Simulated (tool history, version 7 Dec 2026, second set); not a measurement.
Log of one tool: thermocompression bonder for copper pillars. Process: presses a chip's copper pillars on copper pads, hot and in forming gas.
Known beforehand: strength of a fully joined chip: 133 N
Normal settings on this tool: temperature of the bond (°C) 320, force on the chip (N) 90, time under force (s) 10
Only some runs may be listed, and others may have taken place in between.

run	hour	temperature of the bond (°C)	force on the chip (N)	time under force (s)	force that shears a chip off (N)
1	0.0	320	90	10	91.3
2	38.3	320	90	11	93.2
3	57.9	320	90	22	108.3
4	82.6	320	90	22	107.8
5	116.2	320	90	22	108.1
6	142.1	348	90	22	116.4
7	172.5	348	90	22	116.8
8	204.4	348	90	22	115.5
9	245.4	348	90	22	115.4
10	286.7	348	90	22	114.4
11	329.4	348	90	22	113.6
# hour 334.8: force cell calibrated
12	350.7	348	90	22	113.9
13	369.0	348	90	22	113.4
# hour 407.1: force cell calibrated, once more
14	411.5	348	90	22	111.9
15	447.2	348	90	22	111.2
16	479.6	313	79	10	75.9
# hour 487.5: forming gas filter changed
17	511.8	313	79	10	81.6
18	546.4	333	101	10	107.1
19	579.3	336	82	10	96.2
20	620.6	336	82	16	105.3
21	645.1	331	113	12	112.9
# hour 666.1: heater calibrated with a thermocouple chip
22	668.0	331	113	12	110.4
23	687.3	320	81	10	83.7
24	711.9	326	80	13	91.1
25	754.4	326	80	13	90.7
26	794.3	303	77	17	81.8
27	830.6	330	117	27	120.3
28	865.8	330	117	27	118.7
29	889.3	330	117	27	117.5

Consider 5 possible next runs. They are alternatives, not a sequence: every one starts from the tool as it was left by run 29. What does each give?
A	919.6	320	66	10	?
B	919.6	291	90	17	?
C	919.6	330	74	27	?
D	919.6	320	90	19	?
E	919.6	294	90	7	?

run	force that shears a chip off (N)
A	69.2
B	84.1
C	100.6
D	100.1
E	65.2
Stripped of hidden state, with their random variation kept, the same runs would have yielded:
run	force that shears a chip off (N)
A	72.1
B	88.0
C	106.5
D	105.9
E	67.7
